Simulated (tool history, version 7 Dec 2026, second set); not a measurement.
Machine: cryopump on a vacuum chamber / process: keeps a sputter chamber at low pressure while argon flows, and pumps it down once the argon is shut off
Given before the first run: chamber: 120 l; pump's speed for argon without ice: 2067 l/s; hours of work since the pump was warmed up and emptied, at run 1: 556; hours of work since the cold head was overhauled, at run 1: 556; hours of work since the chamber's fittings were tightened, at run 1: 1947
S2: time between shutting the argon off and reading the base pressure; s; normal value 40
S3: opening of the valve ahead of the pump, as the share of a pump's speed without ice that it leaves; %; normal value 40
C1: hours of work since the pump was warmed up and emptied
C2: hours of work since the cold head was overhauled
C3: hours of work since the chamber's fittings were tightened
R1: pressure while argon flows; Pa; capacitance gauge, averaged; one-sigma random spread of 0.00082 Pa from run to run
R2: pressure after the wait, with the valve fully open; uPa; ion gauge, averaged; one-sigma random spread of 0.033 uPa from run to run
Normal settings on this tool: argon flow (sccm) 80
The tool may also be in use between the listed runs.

run 1 hour=0.0 | argon_flow_(sccm)=80 S2=40 S3=40 | C1=556 C2=556 C3=1947 | R1=0.1861 R2=3.59
run 2 hour=17.1 | argon_flow_(sccm)=80 S2=40 S3=40 | C1=565 C2=565 C3=1956 | R1=0.1869 R2=3.61
run 3 hour=44.0 | argon_flow_(sccm)=80 S2=40 S3=40 | C1=580 C2=580 C3=1971 | R1=0.1863 R2=3.75
run 4 hour=61.9 | argon_flow_(sccm)=80 S2=40 S3=40 | C1=590 C2=590 C3=1981 | R1=0.1868 R2=3.69
run 5 hour=86.2 | argon_flow_(sccm)=80 S2=40 S3=40 | C1=603 C2=603 C3=1994 | R1=0.1864 R2=3.92
run 6 hour=113.6 | argon_flow_(sccm)=80 S2=40 S3=40 | C1=618 C2=618 C3=2009 | R1=0.1890 R2=3.75
run 7 hour=143.2 | argon_flow_(sccm)=80 S2=78 S3=40 | C1=634 C2=634 C3=2025 | R1=0.1907 R2=3.06
run 8 hour=160.7 | argon_flow_(sccm)=80 S2=78 S3=40 | C1=644 C2=644 C3=2035 | R1=0.1900 R2=3.03
run 9 hour=173.7 | argon_flow_(sccm)=80 S2=40 S3=44 | C1=651 C2=651 C3=2042 | R1=0.1762 R2=3.96
run 10 hour=193.0 | argon_flow_(sccm)=80 S2=40 S3=44 | C1=661 C2=661 C3=2052 | R1=0.1767 R2=3.97
-- hour=218.9 pump warmed up, emptied and cooled again
run 11 hour=221.6 | argon_flow_(sccm)=80 S2=40 S3=44 | C1=1 C2=674 C3=2065 | R1=0.1493 R2=3.27
run 12 hour=253.3 | argon_flow_(sccm)=80 S2=40 S3=44 | C1=19 C2=691 C3=2083 | R1=0.1499 R2=3.34
run 13 hour=279.8 | argon_flow_(sccm)=80 S2=40 S3=57 | C1=33 C2=706 C3=2097 | R1=0.1176 R2=3.26
run 14 hour=307.2 | argon_flow_(sccm)=80 S2=40 S3=40 | C1=48 C2=721 C3=2112 | R1=0.1655 R2=3.37
run 15 hour=321.3 | argon_flow_(sccm)=58 S2=40 S3=40 | C1=56 C2=728 C3=2120 | R1=0.1223 R2=3.21
run 16 hour=344.9 | argon_flow_(sccm)=58 S2=40 S3=40 | C1=69 C2=741 C3=2132 | R1=0.1208 R2=3.35
run 17 hour=375.0 | argon_flow_(sccm)=80 S2=40 S3=40 | C1=85 C2=758 C3=2149 | R1=0.1660 R2=3.43
run 18 hour=402.4 | argon_flow_(sccm)=130 S2=40 S3=40 | C1=100 C2=773 C3=2164 | R1=0.2738 R2=3.46
run 19 hour=434.6 | argon_flow_(sccm)=130 S2=40 S3=17 | C1=118 C2=790 C3=2181 | R1=0.6313 R2=3.35
run 20 hour=449.5 | argon_flow_(sccm)=64 S2=73 S3=50 | C1=126 C2=798 C3=2190 | R1=0.1097 R2=2.79
run 21 hour=480.7 | argon_flow_(sccm)=64 S2=171 S3=15 | C1=143 C2=815 C3=2207 | R1=0.3550 R2=2.20
run 22 hour=508.8 | argon_flow_(sccm)=64 S2=171 S3=15 | C1=158 C2=831 C3=2222 | R1=0.3532 R2=2.29
run 23 hour=522.6 | argon_flow_(sccm)=64 S2=171 S3=15 | C1=166 C2=838 C3=2229 | R1=0.3575 R2=2.27
run 24 hour=538.5 | argon_flow_(sccm)=64 S2=171 S3=15 | C1=174 C2=847 C3=2238 | R1=0.3539 R2=2.23
run 25 hour=563.1 | argon_flow_(sccm)=65 S2=246 S3=23 | C1=188 C2=860 C3=2251 | R1=0.2332 R2=2.07
run 26 hour=578.0 | argon_flow_(sccm)=65 S2=246 S3=32 | C1=196 C2=868 C3=2260 | R1=0.1725 R2=2.19
run 27 hour=608.6 | argon_flow_(sccm)=96 S2=40 S3=44 | C1=212 C2=885 C3=2276 | R1=0.1886 R2=3.64
run 28 hour=625.0 | argon_flow_(sccm)=96 S2=40 S3=44 | C1=221 C2=894 C3=2285 | R1=0.1895 R2=3.54
run 29 hour=650.4 | argon_flow_(sccm)=147 S2=42 S3=44 | C1=235 C2=908 C3=2299 | R1=0.2899 R2=3.48
run 30 hour=675.6 | argon_flow_(sccm)=147 S2=42 S3=44 | C1=249 C2=922 C3=2313 | R1=0.2900 R2=3.56
run 31 hour=693.7 | argon_flow_(sccm)=35 S2=31 S3=23 | C1=259 C2=931 C3=2323 | R1=0.1280 R2=4.18
run 32 hour=712.0 | argon_flow_(sccm)=35 S2=213 S3=54 | C1=269 C2=941 C3=2333 | R1=0.0570 R2=2.43
run 33 hour=743.8 | argon_flow_(sccm)=35 S2=213 S3=54 | C1=286 C2=959 C3=2350 | R1=0.0583 R2=2.37
run 34 hour=768.7 | argon_flow_(sccm)=80 S2=197 S3=40 | C1=300 C2=972 C3=2364 | R1=0.1751 R2=2.41
run 35 hour=788.9 | argon_flow_(sccm)=80 S2=197 S3=40 | C1=311 C2=983 C3=2375 | R1=0.1769 R2=2.51

How would selected steps in R1 from run to run divide? Give the signed amount a tool lacking its hidden state would still show from settings, what came in and random variation, and the signed amount left for the hidden state, including any gauge scatter that is not in both of the compared results.
Hidden conditions of the tool in this case: pump's speed, % of a pump's without ice; cold plate's temperature, K; leak into the chamber, uPa l/s; drift of the gauge itself on working_pa, %; drift of the gauge itself on base_upa, %.
Run 10 -> 11: pump warmed up, emptied and cooled again. R1 -0.0274 Pa: hidden state -0.0273, all else -0.0001.
Run 18 -> 19: S3 40 -> 17. R1 +0.3575 Pa: hidden state +0.0010, all else +0.3565.
Run 19 -> 20: argon flow (sccm) 130 -> 64, S2 40 -> 73, S3 17 -> 50. R1 -0.5216 Pa: hidden state -0.0038, all else -0.5178.
Run 20 -> 21: S2 73 -> 171, S3 50 -> 15. R1 +0.2453 Pa: hidden state +0.0005, all else +0.2448.
Run 30 -> 31: argon flow (sccm) 147 -> 35, S2 42 -> 31, S3 44 -> 23. R1 -0.1620 Pa: hidden state -0.0133, all else -0.1487.
Run 33 -> 34: argon flow (sccm) 35 -> 80, S2 213 -> 197, S3 54 -> 40. R1 +0.1168 Pa: hidden state +0.0067, all else +0.1101.

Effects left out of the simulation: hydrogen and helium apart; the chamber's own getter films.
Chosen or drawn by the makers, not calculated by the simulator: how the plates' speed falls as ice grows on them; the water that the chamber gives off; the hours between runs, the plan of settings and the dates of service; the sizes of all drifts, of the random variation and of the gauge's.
